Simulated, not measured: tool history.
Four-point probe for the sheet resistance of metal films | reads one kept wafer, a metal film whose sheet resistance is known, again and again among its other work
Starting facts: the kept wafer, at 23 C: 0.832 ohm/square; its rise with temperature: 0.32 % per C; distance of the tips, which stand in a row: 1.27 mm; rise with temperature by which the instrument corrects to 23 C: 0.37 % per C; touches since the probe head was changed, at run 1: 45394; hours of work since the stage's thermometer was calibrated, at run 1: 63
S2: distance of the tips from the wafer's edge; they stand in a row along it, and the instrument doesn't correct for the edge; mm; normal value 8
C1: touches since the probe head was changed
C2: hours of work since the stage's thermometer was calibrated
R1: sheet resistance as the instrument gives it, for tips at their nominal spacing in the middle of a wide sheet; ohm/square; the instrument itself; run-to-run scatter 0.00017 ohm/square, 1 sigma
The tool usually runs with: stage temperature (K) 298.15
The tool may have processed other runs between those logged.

{"run": 1, "day": 0.0, "stage temperature (K)": 298.15, "S2": 8, "C1": 45394, "C2": 63, "R1": 0.835143}
{"run": 2, "day": 3.133, "stage temperature (K)": 298.15, "S2": 8, "C1": 49434, "C2": 116, "R1": 0.834652}
{"run": 3, "day": 5.3, "stage temperature (K)": 298.15, "S2": 8, "C1": 52226, "C2": 152, "R1": 0.834051}
{"run": 4, "day": 8.438, "stage temperature (K)": 298.15, "S2": 8, "C1": 56272, "C2": 205, "R1": 0.83365}
{"run": 5, "day": 11.388, "stage temperature (K)": 294.15, "S2": 8, "C1": 60073, "C2": 255, "R1": 0.834404}
{"run": 6, "day": 15.167, "stage temperature (K)": 294.15, "S2": 8, "C1": 64945, "C2": 319, "R1": 0.833867}
{"run": 7, "day": 17.662, "stage temperature (K)": 298.15, "S2": 44, "C1": 68161, "C2": 361, "R1": 0.82089}
{"run": 8, "day": 20.833, "stage temperature (K)": 298.15, "S2": 10, "C1": 72250, "C2": 415, "R1": 0.82733}
{"run": 9, "day": 23.546, "stage temperature (K)": 298.15, "S2": 8, "C1": 75747, "C2": 460, "R1": 0.830544}
{"run": 10, "day": 26.729, "stage temperature (K)": 298.15, "S2": 8, "C1": 79849, "C2": 514, "R1": 0.829681}
{"day": 27.679, "done": "new probe head fitted"}
{"run": 11, "day": 28.875, "stage temperature (K)": 298.15, "S2": 8, "C1": 1540, "C2": 550, "R1": 0.84408}
{"run": 12, "day": 32.296, "stage temperature (K)": 298.15, "S2": 4, "C1": 5953, "C2": 607, "R1": 0.875242}
{"run": 13, "day": 35.908, "stage temperature (K)": 298.15, "S2": 4, "C1": 10610, "C2": 669, "R1": 0.874515}
{"run": 14, "day": 38.45, "stage temperature (K)": 298.15, "S2": 8, "C1": 13885, "C2": 711, "R1": 0.842236}
{"run": 15, "day": 40.383, "stage temperature (K)": 298.15, "S2": 6, "C1": 16378, "C2": 744, "R1": 0.850458}
{"run": 16, "day": 42.725, "stage temperature (K)": 301.15, "S2": 8, "C1": 19396, "C2": 784, "R1": 0.840527}
{"run": 17, "day": 46.5, "stage temperature (K)": 298.15, "S2": 8, "C1": 24264, "C2": 847, "R1": 0.840676}
{"run": 18, "day": 49.946, "stage temperature (K)": 298.15, "S2": 16, "C1": 28703, "C2": 906, "R1": 0.83169}
{"run": 19, "day": 53.1, "stage temperature (K)": 307.15, "S2": 13, "C1": 32770, "C2": 959, "R1": 0.829665}
{"run": 20, "day": 56.775, "stage temperature (K)": 307.15, "S2": 4, "C1": 37506, "C2": 1021, "R1": 0.866922}
{"run": 21, "day": 58.575, "stage temperature (K)": 300.15, "S2": 5, "C1": 39828, "C2": 1051, "R1": 0.854526}
{"run": 22, "day": 61.283, "stage temperature (K)": 293.15, "S2": 24, "C1": 43321, "C2": 1097, "R1": 0.829855}
{"run": 23, "day": 64.512, "stage temperature (K)": 299.15, "S2": 8, "C1": 47481, "C2": 1152, "R1": 0.836847}
{"run": 24, "day": 68.096, "stage temperature (K)": 299.15, "S2": 8, "C1": 52099, "C2": 1212, "R1": 0.836175}
{"run": 25, "day": 71.521, "stage temperature (K)": 305.15, "S2": 5, "C1": 56519, "C2": 1270, "R1": 0.849602}
{"run": 26, "day": 74.875, "stage temperature (K)": 294.15, "S2": 32, "C1": 60842, "C2": 1327, "R1": 0.826114}
{"run": 27, "day": 77.479, "stage temperature (K)": 294.15, "S2": 32, "C1": 64199, "C2": 1371, "R1": 0.825746}
{"run": 28, "day": 80.729, "stage temperature (K)": 300.15, "S2": 25, "C1": 68389, "C2": 1425, "R1": 0.823493}
{"run": 29, "day": 83.042, "stage temperature (K)": 298.15, "S2": 43, "C1": 71369, "C2": 1464, "R1": 0.822653}
{"run": 30, "day": 85.212, "stage temperature (K)": 303.15, "S2": 7, "C1": 74169, "C2": 1501, "R1": 0.834542}
{"day": 87.754, "done": "stage's thermometer calibrated"}
{"run": 31, "day": 89.112, "stage temperature (K)": 298.15, "S2": 11, "C1": 79169, "C2": 23, "R1": 0.828501}
{"day": 90.542, "done": "new probe head fitted"}
{"run": 32, "day": 91.721, "stage temperature (K)": 300.15, "S2": 9, "C1": 1517, "C2": 66, "R1": 0.839572}
{"run": 33, "day": 93.492, "stage temperature (K)": 298.15, "S2": 29, "C1": 3798, "C2": 96, "R1": 0.83216}

5 ways to go on from here, each from the tool as it stands after run 33. What would each give?
{"run": "A", "day": 96.217, "stage temperature (K)": 298.15, "S2": 4, "C1": 7311, "C2": 142, "R1": "?"}
{"run": "B", "day": 96.217, "stage temperature (K)": 297.15, "S2": 34, "C1": 7311, "C2": 142, "R1": "?"}
{"run": "C", "day": 96.217, "stage temperature (K)": 300.15, "S2": 6, "C1": 7311, "C2": 142, "R1": "?"}
{"run": "D", "day": 96.217, "stage temperature (K)": 306.15, "S2": 7, "C1": 7311, "C2": 142, "R1": "?"}
{"run": "E", "day": 96.217, "stage temperature (K)": 301.15, "S2": 10, "C1": 7311, "C2": 142, "R1": "?"}

run=A R1=0.87322
run=B R1=0.831685
run=C R1=0.849349
run=D R1=0.842399
run=E R1=0.836583
Without the tool's hidden state the same runs would have given:
run=A R1=0.873933
run=B R1=0.832367
run=C R1=0.850042
run=D R1=0.843083
run=E R1=0.837266

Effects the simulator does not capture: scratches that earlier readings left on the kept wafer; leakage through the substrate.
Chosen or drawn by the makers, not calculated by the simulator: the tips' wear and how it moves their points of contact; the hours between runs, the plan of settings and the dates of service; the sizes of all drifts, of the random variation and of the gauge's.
